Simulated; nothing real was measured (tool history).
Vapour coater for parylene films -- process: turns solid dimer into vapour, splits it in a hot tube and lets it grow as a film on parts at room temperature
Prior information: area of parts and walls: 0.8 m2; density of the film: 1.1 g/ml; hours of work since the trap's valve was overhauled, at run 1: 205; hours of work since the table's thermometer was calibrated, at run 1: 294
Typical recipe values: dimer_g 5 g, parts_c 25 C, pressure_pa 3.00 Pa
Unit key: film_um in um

run	hour	dimer_g	parts_c	pressure_pa	hours of work since the trap's valve was overhauled	hours of work since the table's thermometer was calibrated	film_um
1	0.0	5	25	3.00	205	294	3.69
2	29.3	5	25	3.00	219	308	3.67
3	62.1	5	25	3.00	235	324	3.58
4	104.9	5	25	11.57	256	345	2.93
5	140.5	5	25	3.00	274	362	3.69
6	161.1	5	25	3.35	284	373	3.59
7	183.4	5	34	3.00	295	383	2.73
# hour 194.5: trap's valve overhauled
8	228.4	7	25	3.00	17	404	5.14
9	273.1	7	25	3.00	39	425	5.13
10	296.9	2	25	3.00	50	437	1.47
11	343.1	5	25	3.00	73	460	3.64
12	379.8	5	25	3.00	91	478	3.63
13	425.1	5	25	3.00	113	500	3.70
14	455.0	5	25	3.00	128	515	3.65
15	491.3	3	25	3.00	145	532	2.16
16	516.9	3	25	3.00	158	545	2.18
17	557.2	5	25	2.78	178	565	3.68
18	584.8	5	25	3.00	191	578	3.64
19	609.7	5	25	3.00	203	590	3.68
20	648.7	5	25	3.00	223	609	3.68
21	694.8	5	25	3.00	245	632	3.68
22	736.1	5	25	3.00	265	652	3.65
23	766.8	2	25	3.00	280	667	1.41
24	792.6	8	19	6.73	293	680	6.24
# hour 809.3: trap's valve overhauled
25	824.5	8	19	6.73	7	694	6.14
26	845.7	5	36	9.49	18	704	2.17
27	885.9	8	31	9.21	38	724	4.07
28	916.7	4	25	9.21	53	739	2.48
29	963.2	4	25	9.21	75	762	2.47
30	1004.6	5	28	2.68	96	782	3.43
31	1033.8	3	28	2.68	110	796	2.05
32	1066.6	6	31	3.36	126	812	3.57
33	1098.6	6	31	3.36	142	828	3.59
34	1128.1	6	31	3.36	156	842	3.58
35	1162.1	5	25	7.08	173	859	3.21
36	1194.7	5	22	11.50	189	875	3.28
37	1224.8	5	22	11.50	204	890	3.23
38	1267.5	5	22	11.50	225	911	3.29
39	1308.3	3	22	2.45	244	931	2.47
40	1347.1	3	22	2.45	263	950	2.53
41	1378.7	3	22	3.39	279	965	2.37
42	1407.4	5	24	3.01	293	979	3.77

The next listed run, before its measurement:
# hour 1425.8: trap's valve overhauled
43	1433.0	7	25	3.91	4	990	?

{"run 43": {"film_um": 4.92}}
Had the tool carried no hidden state, the very same run would have given film_um 4.91 um.
